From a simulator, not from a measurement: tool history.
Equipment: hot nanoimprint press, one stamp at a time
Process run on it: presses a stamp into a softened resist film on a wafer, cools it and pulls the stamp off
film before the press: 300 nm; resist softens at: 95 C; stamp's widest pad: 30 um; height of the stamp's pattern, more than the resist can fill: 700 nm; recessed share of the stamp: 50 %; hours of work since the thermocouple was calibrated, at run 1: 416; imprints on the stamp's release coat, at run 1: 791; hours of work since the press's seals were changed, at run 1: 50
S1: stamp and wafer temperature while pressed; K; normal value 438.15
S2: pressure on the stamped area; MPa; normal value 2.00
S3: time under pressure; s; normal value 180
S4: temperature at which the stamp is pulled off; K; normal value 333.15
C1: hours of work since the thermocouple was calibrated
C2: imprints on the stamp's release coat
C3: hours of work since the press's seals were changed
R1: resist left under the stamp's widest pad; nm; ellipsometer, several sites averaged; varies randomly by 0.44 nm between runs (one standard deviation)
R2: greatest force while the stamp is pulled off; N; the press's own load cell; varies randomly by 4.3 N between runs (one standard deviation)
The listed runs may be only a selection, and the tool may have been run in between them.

run,hour,S1,S2,S3,S4,C1,C2,C3,R1,R2
1,0.0,438.15,2.00,180,333.15,416,791,50,141.1,229
2,17.7,438.15,2.00,180,333.15,424,841,59,140.1,229
3,27.8,438.15,2.00,180,333.15,429,870,64,140.6,237
4,37.2,438.15,1.58,180,333.15,434,897,68,155.8,245
5,52.3,438.15,1.58,180,333.15,441,940,75,155.7,241
6,64.5,438.15,1.58,180,333.15,447,975,81,155.7,244
7,74.8,438.15,2.56,180,333.15,452,1005,86,126.3,245
8,84.6,438.15,2.56,180,333.15,456,1033,91,126.2,241
# hour 99.8: plate thermocouple calibrated
9,100.8,438.15,2.00,180,333.15,0,1071,97,143.6,246
10,109.0,438.15,1.94,180,333.15,4,1094,101,146.4,250
11,125.6,438.15,2.78,180,333.15,12,1142,109,124.9,255
12,134.6,440.15,2.00,180,333.15,17,1167,113,135.5,252
13,142.7,440.15,2.00,180,333.15,21,1191,117,135.2,247
14,151.8,438.15,2.00,180,333.15,25,1217,122,144.6,250
15,160.1,438.15,2.00,180,333.15,29,1241,126,144.0,254
16,178.1,438.15,1.54,180,333.15,38,1292,134,161.0,253
17,190.5,438.15,1.83,180,333.15,43,1327,140,150.0,253
18,206.8,438.15,1.83,180,333.15,51,1374,148,149.3,255
19,217.0,438.15,1.83,315,341.15,56,1404,153,120.9,241
20,224.9,438.15,1.83,315,341.15,60,1426,157,120.3,243
21,237.3,438.15,2.00,120,341.15,66,1462,163,165.7,241
22,246.4,429.15,1.63,120,319.15,70,1488,167,222.4,299
23,261.3,429.15,1.93,120,326.15,77,1530,174,214.0,276
24,276.7,429.15,1.93,120,326.15,85,1575,182,213.3,283
25,288.7,429.15,1.93,170,326.15,91,1609,187,194.1,286
26,305.6,430.15,1.93,350,339.15,99,1657,195,149.8,251
27,320.4,438.15,1.59,180,323.15,106,1700,203,157.5,303
28,332.9,446.15,2.11,91,321.15,112,1735,209,142.1,298
29,342.0,446.15,2.11,91,321.15,116,1761,213,141.3,303

Consider 4 possible next runs. They are alternatives, not a sequence: every one starts from the tool as it was left by run 29. What does each give?
A,352.9,438.15,2.00,105,333.15,121,1793,218,?,?
B,352.9,449.15,2.00,180,337.15,121,1793,218,?,?
C,352.9,446.15,1.69,91,334.15,121,1793,218,?,?
D,352.9,426.15,2.11,91,321.15,121,1793,218,?,?

run,R1,R2
A,173.0,279
B,101.3,260
C,155.0,269
D,236.6,305
Without the tool's hidden state the same runs would have given:
run,R1,R2
A,172.5,213
B,101.0,199
C,154.5,206
D,236.0,233

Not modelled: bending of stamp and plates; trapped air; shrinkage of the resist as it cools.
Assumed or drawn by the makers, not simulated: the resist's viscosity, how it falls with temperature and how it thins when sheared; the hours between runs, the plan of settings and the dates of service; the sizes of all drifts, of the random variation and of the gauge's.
